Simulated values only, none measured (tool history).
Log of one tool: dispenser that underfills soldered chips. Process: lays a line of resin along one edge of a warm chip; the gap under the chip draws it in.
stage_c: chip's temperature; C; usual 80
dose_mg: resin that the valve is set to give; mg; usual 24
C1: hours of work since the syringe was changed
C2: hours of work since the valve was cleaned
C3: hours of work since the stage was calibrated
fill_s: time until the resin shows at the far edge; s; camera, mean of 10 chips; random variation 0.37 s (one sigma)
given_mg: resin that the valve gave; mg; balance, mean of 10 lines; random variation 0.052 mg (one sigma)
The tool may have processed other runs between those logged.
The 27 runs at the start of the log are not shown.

{"run": 28, "hour": 137.7, "stage_c": 69, "dose_mg": 22.2, "C1": 6, "C2": 6, "C3": 227, "fill_s": 58.2, "given_mg": 22.11}
{"hour": 140.2, "done": "new syringe of resin"}
{"run": 29, "hour": 142.0, "stage_c": 69, "dose_mg": 22.2, "C1": 1, "C2": 9, "C3": 230, "fill_s": 46.4, "given_mg": 22.1}
{"run": 30, "hour": 148.1, "stage_c": 68, "dose_mg": 28.6, "C1": 6, "C2": 13, "C3": 234, "fill_s": 59.5, "given_mg": 28.43}
{"hour": 151.1, "done": "new syringe of resin"}
{"run": 31, "hour": 151.2, "stage_c": 68, "dose_mg": 28.6, "C1": 0, "C2": 15, "C3": 236, "fill_s": 43.1, "given_mg": 28.58}
{"run": 32, "hour": 155.9, "stage_c": 68, "dose_mg": 28.6, "C1": 3, "C2": 18, "C3": 239, "fill_s": 51.3, "given_mg": 28.3}
{"run": 33, "hour": 158.7, "stage_c": 91, "dose_mg": 30.4, "C1": 5, "C2": 20, "C3": 241, "fill_s": 17.3, "given_mg": 30.09}
{"hour": 162.0, "done": "new syringe of resin"}
{"run": 34, "hour": 164.5, "stage_c": 78, "dose_mg": 21, "C1": 2, "C2": 24, "C3": 245, "fill_s": 28.3, "given_mg": 20.79}
{"run": 35, "hour": 170.4, "stage_c": 77, "dose_mg": 21.4, "C1": 6, "C2": 28, "C3": 249, "fill_s": 36.6, "given_mg": 21.05}
{"hour": 172.9, "done": "new syringe of resin"}
{"run": 36, "hour": 176.4, "stage_c": 77, "dose_mg": 21.4, "C1": 2, "C2": 32, "C3": 253, "fill_s": 30.9, "given_mg": 21.04}
{"run": 37, "hour": 182.7, "stage_c": 79, "dose_mg": 26.7, "C1": 7, "C2": 37, "C3": 257, "fill_s": 34.9, "given_mg": 26.15}

3 ways to go on from here, each from the tool as it stands after run 37. What would each give?
{"hour": 184.1, "done": "new syringe of resin"}
{"run": "A", "hour": 187.1, "stage_c": 80, "dose_mg": 24.7, "C1": 2, "C2": 40, "C3": 260, "fill_s": "?", "given_mg": "?"}
{"hour": 184.1, "done": "new syringe of resin"}
{"run": "B", "hour": 187.1, "stage_c": 80, "dose_mg": 28.1, "C1": 2, "C2": 40, "C3": 260, "fill_s": "?", "given_mg": "?"}
{"hour": 184.1, "done": "new syringe of resin"}
{"run": "C", "hour": 187.1, "stage_c": 70, "dose_mg": 29.3, "C1": 2, "C2": 40, "C3": 260, "fill_s": "?", "given_mg": "?"}

run=A fill_s=25.7 given_mg=24.2
run=B fill_s=25.9 given_mg=27.6
run=C fill_s=44.4 given_mg=28.77
What these runs would have given with no unlogged condition in the tool:
run=A fill_s=21.3 given_mg=24.68
run=B fill_s=21.5 given_mg=28.15
run=C fill_s=36.9 given_mg=29.35
